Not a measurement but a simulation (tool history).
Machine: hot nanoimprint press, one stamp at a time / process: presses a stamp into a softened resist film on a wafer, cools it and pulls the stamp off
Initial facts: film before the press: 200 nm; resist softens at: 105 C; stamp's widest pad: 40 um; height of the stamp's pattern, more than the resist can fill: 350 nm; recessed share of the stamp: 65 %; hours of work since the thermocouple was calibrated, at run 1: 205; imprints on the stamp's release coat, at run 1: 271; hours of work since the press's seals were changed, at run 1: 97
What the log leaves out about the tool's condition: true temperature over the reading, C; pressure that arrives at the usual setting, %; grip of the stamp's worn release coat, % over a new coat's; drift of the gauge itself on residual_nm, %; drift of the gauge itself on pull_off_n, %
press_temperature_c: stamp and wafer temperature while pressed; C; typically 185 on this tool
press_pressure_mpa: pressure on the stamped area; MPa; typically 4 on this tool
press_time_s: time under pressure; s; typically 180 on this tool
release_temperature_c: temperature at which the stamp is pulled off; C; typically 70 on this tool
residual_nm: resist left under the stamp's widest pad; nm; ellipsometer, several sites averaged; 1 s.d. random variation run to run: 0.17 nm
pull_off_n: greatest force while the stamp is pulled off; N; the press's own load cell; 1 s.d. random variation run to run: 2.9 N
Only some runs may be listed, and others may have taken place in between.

run	day	press_temperature_c	press_pressure_mpa	press_time_s	release_temperature_c	hours of work since the thermocouple was calibrated	imprints on the stamp's release coat	hours of work since the press's seals were changed	residual_nm	pull_off_n
1	0	185	4	180	70	205	271	97	88.3	210
2	0.262	185	4	180	70	208	289	101	88.6	207
3	0.829	185	4	180	70	217	326	109	88.4	203
# day 0.996: plate thermocouple calibrated
4	1.4	185	4	180	70	6	356	115	88.3	211
5	1.888	185	4	180	70	13	388	123	87.8	210
6	2.25	185	4	180	70	18	412	128	88.3	214
7	2.55	185	4	180	70	23	432	132	88.3	210
8	3.075	177	4	135	70	31	467	140	123.1	215
9	3.558	179	4	282	70	38	499	147	88.6	210

Forecast run 10:
# day 3.821: plate thermocouple calibrated, once more
10	4.05	179	4	282	70	3	523	152	?	?

Run 10 gave residual_nm 90.8 nm, pull_off_n 222 N.
Minus the tool's unlogged condition, the same run would have read residual_nm 89.9 nm, pull_off_n 206 N.
